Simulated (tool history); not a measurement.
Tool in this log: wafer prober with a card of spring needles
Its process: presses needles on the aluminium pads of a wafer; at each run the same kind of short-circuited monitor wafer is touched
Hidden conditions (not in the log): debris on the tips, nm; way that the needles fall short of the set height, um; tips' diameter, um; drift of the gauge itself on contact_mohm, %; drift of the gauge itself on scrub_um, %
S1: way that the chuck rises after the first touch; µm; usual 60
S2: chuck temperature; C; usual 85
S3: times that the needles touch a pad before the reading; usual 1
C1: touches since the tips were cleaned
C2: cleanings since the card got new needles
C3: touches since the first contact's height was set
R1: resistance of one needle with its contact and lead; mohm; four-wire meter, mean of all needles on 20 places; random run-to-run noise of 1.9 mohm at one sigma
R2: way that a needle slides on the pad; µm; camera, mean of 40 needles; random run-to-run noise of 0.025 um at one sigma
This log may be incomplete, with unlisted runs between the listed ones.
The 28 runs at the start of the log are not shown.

{"hour": 241.5, "done": "tips cleaned on abrasive film"}
{"run": 29, "hour": 241.7, "S1": 51, "S2": 114, "S3": 1, "C1": 49, "C2": 13, "C3": 2148, "R1": 219, "R2": 11.52}
{"run": 30, "hour": 250.2, "S1": 54, "S2": 43, "S3": 2, "C1": 1579, "C2": 13, "C3": 3678, "R1": 217, "R2": 12.2}
{"run": 31, "hour": 257.6, "S1": 48, "S2": 43, "S3": 3, "C1": 2920, "C2": 13, "C3": 5019, "R1": 224, "R2": 10.85}
{"run": 32, "hour": 266.9, "S1": 48, "S2": 43, "S3": 3, "C1": 4612, "C2": 13, "C3": 6711, "R1": 222, "R2": 10.8}
{"hour": 279.7, "done": "tips cleaned on abrasive film"}
{"run": 33, "hour": 279.7, "S1": 48, "S2": 123, "S3": 2, "C1": 0, "C2": 14, "C3": 8998, "R1": 221, "R2": 10.82}
{"run": 34, "hour": 291.2, "S1": 44, "S2": 51, "S3": 1, "C1": 2079, "C2": 14, "C3": 11077, "R1": 260, "R2": 9.92}
{"run": 35, "hour": 302.3, "S1": 44, "S2": 51, "S3": 1, "C1": 4089, "C2": 14, "C3": 13087, "R1": 275, "R2": 9.92}
{"run": 36, "hour": 307.4, "S1": 44, "S2": 51, "S3": 1, "C1": 5026, "C2": 14, "C3": 14024, "R1": 280, "R2": 9.88}

Alternative continuations, all from the tool just after run 36; predict every row:
{"run": "A", "hour": 313.6, "S1": 52, "S2": 51, "S3": 1, "C1": 6140, "C2": 14, "C3": 15138, "R1": "?", "R2": "?"}
{"run": "B", "hour": 313.6, "S1": 60, "S2": 48, "S3": 1, "C1": 6140, "C2": 14, "C3": 15138, "R1": "?", "R2": "?"}
{"run": "C", "hour": 313.6, "S1": 60, "S2": 85, "S3": 1, "C1": 6140, "C2": 14, "C3": 15138, "R1": "?", "R2": "?"}

run=A R1=266 R2=11.69
run=B R1=254 R2=13.49
run=C R1=255 R2=13.47
With no hidden state in the tool, these same runs would have given:
run=A R1=202 R2=11.73
run=B R1=202 R2=13.53
run=C R1=207 R2=13.51
